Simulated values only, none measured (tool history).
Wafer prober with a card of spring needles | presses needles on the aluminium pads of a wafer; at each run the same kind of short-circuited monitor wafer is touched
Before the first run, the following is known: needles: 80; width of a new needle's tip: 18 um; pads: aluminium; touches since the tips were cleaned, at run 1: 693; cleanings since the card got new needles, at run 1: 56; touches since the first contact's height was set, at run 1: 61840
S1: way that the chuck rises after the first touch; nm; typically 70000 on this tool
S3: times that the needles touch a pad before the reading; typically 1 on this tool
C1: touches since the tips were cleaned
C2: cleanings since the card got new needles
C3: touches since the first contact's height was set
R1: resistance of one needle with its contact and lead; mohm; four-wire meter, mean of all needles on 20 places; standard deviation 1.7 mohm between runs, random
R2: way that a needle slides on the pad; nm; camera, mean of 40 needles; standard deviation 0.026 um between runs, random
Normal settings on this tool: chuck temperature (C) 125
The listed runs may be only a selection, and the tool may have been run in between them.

Run 1, hour 0: usual settings; C1 693; C2 56; C3 61840. Result: R1 258 mohm, R2 18980 nm.
At hour 32.3: tips cleaned on abrasive film.
Run 2, hour 44: usual settings but chuck temperature (C) 73; C1 1811; C2 57; C3 68608. Result: R1 242 mohm, R2 18970 nm.
At hour 74.2: tips cleaned on abrasive film.
Run 3, hour 105.9: usual settings but S1 68000 nm, chuck temperature (C) 73; C1 4886; C2 58; C3 78127. Result: R1 243 mohm, R2 18490 nm.
At hour 111.5: tips cleaned on abrasive film.
At hour 148: tips cleaned on abrasive film.
Run 4, hour 148: usual settings but S1 68000 nm, chuck temperature (C) 73; C1 0; C2 60; C3 84599. Result: R1 246 mohm, R2 18530 nm.
Run 5, hour 178.4: usual settings but chuck temperature (C) 87; C1 4683; C2 60; C3 89282. Result: R1 251 mohm, R2 19050 nm.
At hour 186.9: tips cleaned on abrasive film.
At hour 225: tips cleaned on abrasive film.
Run 6, hour 231: usual settings but chuck temperature (C) 87; C1 939; C2 62; C3 97363. Result: R1 248 mohm, R2 19140 nm.
At hour 265.6: tips cleaned on abrasive film.
Run 7, hour 270.2: usual settings but chuck temperature (C) 87; C1 713; C2 63; C3 103389. Result: R1 250 mohm, R2 19090 nm.
At hour 304.5: tips cleaned on abrasive film.
Run 8, hour 337.5: usual settings but chuck temperature (C) 38; C1 5079; C2 64; C3 113741. Result: R1 238 mohm, R2 19090 nm.
At hour 340.9: tips cleaned on abrasive film.
At hour 381.6: tips cleaned on abrasive film.
Run 9, hour 389.7: usual settings but chuck temperature (C) 34; C1 1239; C2 66; C3 121752. Result: R1 235 mohm, R2 19180 nm.
At hour 419: tips cleaned on abrasive film.
Run 10, hour 419.4: usual settings but chuck temperature (C) 34; C1 67; C2 67; C3 126321. Result: R1 235 mohm, R2 19150 nm.
At hour 455.7: tips cleaned on abrasive film.
Run 11, hour 464.9: usual settings but chuck temperature (C) 34; C1 1414; C2 68; C3 133312. Result: R1 236 mohm, R2 19150 nm.
At hour 491.9: tips cleaned on abrasive film.
At hour 525.3: height of the first contact set anew.
At hour 529: tips cleaned on abrasive film.
Run 12, hour 529: usual settings; C1 0; C2 70; C3 553. Result: R1 256 mohm, R2 19200 nm.
At hour 566.9: tips cleaned on abrasive film.
Run 13, hour 566.9: usual settings; C1 0; C2 71; C3 6373. Result: R1 258 mohm, R2 19150 nm.
At hour 606.3: tips cleaned on abrasive film.
Run 14, hour 619.5: usual settings; C1 2037; C2 72; C3 14478. Result: R1 257 mohm, R2 19230 nm.
At hour 644.2: tips cleaned on abrasive film.
Run 15, hour 653.4: usual settings; C1 1420; C2 73; C3 19683. Result: R1 259 mohm, R2 19220 nm.
At hour 683.3: tips cleaned on abrasive film.
Run 16, hour 699.9: usual settings; C1 2556; C2 74; C3 26839. Result: R1 257 mohm, R2 19230 nm.
At hour 721.5: tips cleaned on abrasive film.
Run 17, hour 731.3: usual settings but chuck temperature (C) 35; C1 1510; C2 75; C3 31661. Result: R1 237 mohm, R2 19240 nm.
At hour 758.4: tips cleaned on abrasive film.
Run 18, hour 777.1: usual settings but S1 80000 nm, chuck temperature (C) 63; C1 2886; C2 76; C3 38710. Result: R1 243 mohm, R2 22050 nm.
At hour 795.7: tips cleaned on abrasive film.
Run 19, hour 808.6: usual settings but S1 78000 nm; C1 1993; C2 77; C3 43546. Result: R1 258 mohm, R2 21470 nm.
At hour 832.8: tips cleaned on abrasive film.
Run 20, hour 843.9: usual settings but S1 53000 nm, chuck temperature (C) 41, S3 2; C1 1710; C2 78; C3 48968. Result: R1 240 mohm, R2 14570 nm.
At hour 869.7: tips cleaned on abrasive film.
Run 21, hour 886.7: usual settings but S1 53000 nm, chuck temperature (C) 41, S3 2; C1 2625; C2 79; C3 55552. Result: R1 242 mohm, R2 14590 nm.
At hour 906.8: tips cleaned on abrasive film.
Run 22, hour 938.1: usual settings but S1 53000 nm, chuck temperature (C) 41, S3 2; C1 4830; C2 80; C3 63460. Result: R1 243 mohm, R2 14650 nm.
At hour 947.3: tips cleaned on abrasive film.
At hour 987.1: tips cleaned on abrasive film.
Run 23, hour 997.6: usual settings but S1 67000 nm, chuck temperature (C) 41, S3 2; C1 1623; C2 82; C3 72607. Result: R1 236 mohm, R2 18530 nm.
At hour 1024.3: tips cleaned on abrasive film.
Run 24, hour 1051.7: usual settings but S1 67000 nm, chuck temperature (C) 41, S3 2; C1 4223; C2 83; C3 80929. Result: R1 236 mohm, R2 18540 nm.
At hour 1061.4: tips cleaned on abrasive film.
At hour 1098.1: tips cleaned on abrasive film.
Run 25, hour 1098.1: usual settings but S1 67000 nm, chuck temperature (C) 41, S3 2; C1 0; C2 85; C3 88044. Result: R1 239 mohm, R2 18550 nm.
Run 26, hour 1127.8: usual settings but S1 67000 nm, chuck temperature (C) 41, S3 2; C1 4580; C2 85; C3 92624. Result: R1 239 mohm, R2 18540 nm.
At hour 1138.8: tips cleaned on abrasive film.
At hour 1176.5: tips cleaned on abrasive film.
Run 27, hour 1187.8: usual settings but S1 67000 nm, chuck temperature (C) 41, S3 3; C1 1743; C2 87; C3 101847. Result: R1 240 mohm, R2 18560 nm.
At hour 1215.2: tips cleaned on abrasive film.
Run 28, hour 1218.8: usual settings but S1 73000 nm, chuck temperature (C) 41, S3 2; C1 548; C2 88; C3 106605. Result: R1 236 mohm, R2 20290 nm.
At hour 1254.2: tips cleaned on abrasive film.
Run 29, hour 1284.1: usual settings but S1 73000 nm, chuck temperature (C) 61, S3 2; C1 4613; C2 89; C3 116665. Result: R1 243 mohm, R2 20250 nm.
At hour 1293.1: tips cleaned on abrasive film.
At hour 1330.2: tips cleaned on abrasive film.
Run 30, hour 1350.2: usual settings but S1 65000 nm, chuck temperature (C) 32, S3 2; C1 3076; C2 91; C3 126813. Result: R1 235 mohm, R2 18040 nm.
At hour 1368.2: tips cleaned on abrasive film.
Run 31, hour 1384.4: usual settings but chuck temperature (C) 93; C1 2489; C2 92; C3 132072. Result: R1 256 mohm, R2 19490 nm.
At hour 1406: tips cleaned on abrasive film.
Run 32, hour 1425.8: usual settings but chuck temperature (C) 79; C1 3057; C2 93; C3 138446. Result: R1 250 mohm, R2 19440 nm.
At hour 1444.6: tips cleaned on abrasive film.
At hour 1454.2: height of the first contact set anew.
Run 33, hour 1458.8: usual settings but S1 78000 nm, chuck temperature (C) 119, S3 2; C1 2136; C2 94; C3 710. Result: R1 254 mohm, R2 21720 nm.

A few steps of R2 between consecutive runs. Split each: what settings, incoming material and random variation would produce without the hidden state, and what is left over for the hidden state, along with gauge scatter present in only one of the two compared results (measured, and without hidden state):
Unlogged tool condition in this case: debris on the tips, nm; way that the needles fall short of the set height, um; tips' diameter, um; drift of the gauge itself on contact_mohm, %; drift of the gauge itself on scrub_um, %.
Run 17 -> 18: S1 70000 -> 80000, chuck temperature (C) 35 -> 63, tips cleaned on abrasive film. R2 +2810 nm: hidden state +60, all else +2750.
Run 19 -> 20: S1 78000 -> 53000, chuck temperature (C) 125 -> 41, S3 1 -> 2, tips cleaned on abrasive film. R2 -6900 nm: hidden state -90, all else -6810.
Run 22 -> 23: S1 53000 -> 67000, tips cleaned on abrasive film, tips cleaned on abrasive film. R2 +3880 nm: hidden state +90, all else +3790.
Run 32 -> 33: S1 70000 -> 78000, chuck temperature (C) 79 -> 119, S3 1 -> 2, tips cleaned on abrasive film, height of the first contact set anew. R2 +2280 nm: hidden state +80, all else +2200.
